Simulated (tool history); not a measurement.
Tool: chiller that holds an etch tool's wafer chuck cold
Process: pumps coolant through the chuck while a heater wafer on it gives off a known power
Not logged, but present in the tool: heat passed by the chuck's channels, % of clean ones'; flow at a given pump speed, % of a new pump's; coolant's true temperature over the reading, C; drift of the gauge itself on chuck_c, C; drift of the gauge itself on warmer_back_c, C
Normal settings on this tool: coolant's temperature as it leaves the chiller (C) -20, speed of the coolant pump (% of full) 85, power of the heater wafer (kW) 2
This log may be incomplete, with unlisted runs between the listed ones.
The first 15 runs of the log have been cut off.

run   hour  coolant's temperature as it leaves the chiller (C)  speed of the coolant pump (% of full)  power of the heater wafer (kW)  hours since the coolant was changed and the channels were flushed  hours since the pump was overhauled  hours since the chiller's thermometer was calibrated  chuck's temperature once it has settled (C)  how much warmer the coolant comes back (C)
 16    530                                                 -20                                     85                               2                                                               3646                                 1127                                                  2015                                           -2                                        8.57
 17    568                                                 -20                                     85                               2                                                               3684                                 1165                                                  2053                                         -1.8                                        8.62
 18  586.1                                                 -20                                     85                               2                                                               3702                                 1183                                                  2071                                         -1.7                                        8.56
 19  607.5                                                 -11                                     85                           1.071                                                               3723                                 1205                                                  2092                                         -1.2                                        4.63
 20  646.5                                                 -20                                     85                           1.749                                                               3762                                 1244                                                  2131                                         -4.2                                        7.53
 21  664.8                                                 -23                                     68                           1.372                                                               3781                                 1262                                                  2150                                         -8.5                                        7.63
 22  695.4                                                 -15                                     82                               2                                                               3811                                 1293                                                  2180                                          3.4                                        8.88
 23  717.8                                                 -20                                     85                           2.957                                                               3834                                 1315                                                  2203                                          6.9                                       12.68
 24  759.8                                                 -20                                     76                           2.029                                                               3876                                 1357                                                  2245                                          0.1                                        9.84
 25    790                                                 -20                                     76                           2.029                                                               3906                                 1387                                                  2275                                         -0.1                                        9.91
 26    828                                                 -23                                     98                           1.916                                                               3944                                 1425                                                  2313                                           -7                                        7.04
 27  855.3                                                 -14                                     62                           1.164                                                               3971                                 1453                                                  2340                                         -0.9                                        7.16
 28  894.3                                                 -20                                     90                           1.541                                                               4010                                 1492                                                  2379                                         -6.4                                        6.25
 29  922.3                                                 -14                                     93                           1.225                                                               4038                                 1520                                                  2407                                         -3.6                                        4.81
 30  946.8                                                 -14                                     93                           1.225                                                               4063                                 1544                                                  2432                                         -3.3                                        4.72
     981.6  -- coolant changed, channels flushed
 31  982.4                                                 -14                                     93                           1.225                                                                  1                                 1574                                                  2461                                         -3.4                                        4.77

Predict the results of run 32:
 32  1005.6                                                 -14                                     93                           1.225                                                                 24                                 1597                                                  2485                                            ?                                           ?

Run 32 produced chuck's temperature once it has settled (C) -3.7, how much warmer the coolant comes back (C) 4.76.
Minus the tool's unlogged condition, the same run would have read chuck's temperature once it has settled (C) -3.7, how much warmer the coolant comes back (C) 4.76.
